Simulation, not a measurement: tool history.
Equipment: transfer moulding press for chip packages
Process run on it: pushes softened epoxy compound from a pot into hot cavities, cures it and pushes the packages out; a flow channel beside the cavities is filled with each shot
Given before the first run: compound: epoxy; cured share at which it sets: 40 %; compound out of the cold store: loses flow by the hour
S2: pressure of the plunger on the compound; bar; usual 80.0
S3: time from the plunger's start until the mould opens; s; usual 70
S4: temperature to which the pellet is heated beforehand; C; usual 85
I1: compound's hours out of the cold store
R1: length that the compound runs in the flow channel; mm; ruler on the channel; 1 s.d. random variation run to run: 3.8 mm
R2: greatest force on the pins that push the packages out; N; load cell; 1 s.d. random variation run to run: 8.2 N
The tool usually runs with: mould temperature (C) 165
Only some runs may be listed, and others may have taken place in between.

{"run": 1, "hour": 0.0, "mould temperature (C)": 165, "S2": 80.0, "S3": 70, "S4": 85, "I1": 28.3, "R1": 761, "R2": 378}
{"run": 2, "hour": 7.3, "mould temperature (C)": 165, "S2": 80.0, "S3": 70, "S4": 85, "I1": 20.8, "R1": 780, "R2": 384}
{"run": 3, "hour": 17.6, "mould temperature (C)": 165, "S2": 80.0, "S3": 70, "S4": 85, "I1": 10.1, "R1": 801, "R2": 379}
{"hour": 27.2, "done": "cavities cleaned with cleaning compound and waxed"}
{"run": 4, "hour": 31.4, "mould temperature (C)": 165, "S2": 80.0, "S3": 70, "S4": 85, "I1": 34.0, "R1": 740, "R2": 354}
{"run": 5, "hour": 38.4, "mould temperature (C)": 165, "S2": 80.0, "S3": 70, "S4": 85, "I1": 36.0, "R1": 742, "R2": 357}
{"run": 6, "hour": 49.6, "mould temperature (C)": 165, "S2": 80.0, "S3": 70, "S4": 85, "I1": 45.9, "R1": 720, "R2": 340}
{"run": 7, "hour": 58.8, "mould temperature (C)": 165, "S2": 80.0, "S3": 57, "S4": 85, "I1": 15.8, "R1": 787, "R2": 644}
{"hour": 67.8, "done": "plunger's sealing rings changed"}
{"run": 8, "hour": 71.1, "mould temperature (C)": 165, "S2": 84.3, "S3": 70, "S4": 85, "I1": 10.1, "R1": 822, "R2": 369}
{"run": 9, "hour": 76.3, "mould temperature (C)": 165, "S2": 84.3, "S3": 70, "S4": 85, "I1": 17.8, "R1": 800, "R2": 383}
{"run": 10, "hour": 84.8, "mould temperature (C)": 165, "S2": 84.3, "S3": 70, "S4": 85, "I1": 39.3, "R1": 747, "R2": 359}
{"run": 11, "hour": 93.4, "mould temperature (C)": 165, "S2": 84.3, "S3": 70, "S4": 85, "I1": 17.5, "R1": 809, "R2": 373}
{"run": 12, "hour": 99.2, "mould temperature (C)": 165, "S2": 84.3, "S3": 70, "S4": 85, "I1": 10.5, "R1": 825, "R2": 387}
{"run": 13, "hour": 110.1, "mould temperature (C)": 165, "S2": 84.3, "S3": 70, "S4": 85, "I1": 47.1, "R1": 728, "R2": 349}
{"run": 14, "hour": 115.7, "mould temperature (C)": 165, "S2": 84.3, "S3": 70, "S4": 85, "I1": 37.0, "R1": 756, "R2": 362}
{"run": 15, "hour": 126.5, "mould temperature (C)": 169, "S2": 74.5, "S3": 60, "S4": 82, "I1": 19.1, "R1": 740, "R2": 419}
{"hour": 130.7, "done": "cavities cleaned with cleaning compound and waxed"}
{"run": 16, "hour": 133.8, "mould temperature (C)": 165, "S2": 73.0, "S3": 70, "S4": 85, "I1": 42.6, "R1": 693, "R2": 351}
{"run": 17, "hour": 142.4, "mould temperature (C)": 165, "S2": 73.0, "S3": 70, "S4": 85, "I1": 44.5, "R1": 690, "R2": 360}
{"run": 18, "hour": 148.6, "mould temperature (C)": 165, "S2": 73.0, "S3": 70, "S4": 85, "I1": 19.2, "R1": 742, "R2": 382}
{"run": 19, "hour": 155.7, "mould temperature (C)": 165, "S2": 73.0, "S3": 70, "S4": 85, "I1": 24.8, "R1": 731, "R2": 348}
{"run": 20, "hour": 163.5, "mould temperature (C)": 165, "S2": 73.0, "S3": 70, "S4": 85, "I1": 21.6, "R1": 745, "R2": 354}
{"run": 21, "hour": 174.8, "mould temperature (C)": 165, "S2": 95.4, "S3": 104, "S4": 93, "I1": 29.4, "R1": 818, "R2": 233}
{"run": 22, "hour": 181.8, "mould temperature (C)": 164, "S2": 80.0, "S3": 70, "S4": 90, "I1": 28.3, "R1": 758, "R2": 384}
{"run": 23, "hour": 190.4, "mould temperature (C)": 165, "S2": 80.0, "S3": 78, "S4": 82, "I1": 28.1, "R1": 759, "R2": 295}
{"run": 24, "hour": 196.9, "mould temperature (C)": 163, "S2": 66.7, "S3": 109, "S4": 77, "I1": 37.7, "R1": 675, "R2": 249}
{"run": 25, "hour": 206.6, "mould temperature (C)": 165, "S2": 80.0, "S3": 99, "S4": 77, "I1": 38.9, "R1": 738, "R2": 253}
{"run": 26, "hour": 215.1, "mould temperature (C)": 172, "S2": 74.6, "S3": 106, "S4": 92, "I1": 44.5, "R1": 670, "R2": 227}
{"run": 27, "hour": 223.7, "mould temperature (C)": 172, "S2": 74.6, "S3": 106, "S4": 92, "I1": 45.6, "R1": 667, "R2": 237}
{"hour": 230.9, "done": "cavities cleaned with cleaning compound and waxed"}
{"run": 28, "hour": 236.1, "mould temperature (C)": 159, "S2": 63.9, "S3": 87, "S4": 90, "I1": 43.3, "R1": 665, "R2": 338}

What if the next run were any one of these 3? Each begins from the tool's condition after run 28:
{"run": "A", "hour": 242.8, "mould temperature (C)": 172, "S2": 63.9, "S3": 87, "S4": 90, "I1": 23.3, "R1": "?", "R2": "?"}
{"run": "B", "hour": 242.8, "mould temperature (C)": 159, "S2": 66.7, "S3": 87, "S4": 90, "I1": 33.4, "R1": "?", "R2": "?"}
{"run": "C", "hour": 242.8, "mould temperature (C)": 170, "S2": 80.0, "S3": 97, "S4": 91, "I1": 39.5, "R1": "?", "R2": "?"}

run=A R1=664 R2=231
run=B R1=701 R2=348
run=C R1=717 R2=237
Without the tool's unlogged condition, the same runs would have read:
run=A R1=664 R2=230
run=B R1=702 R2=347
run=C R1=717 R2=237
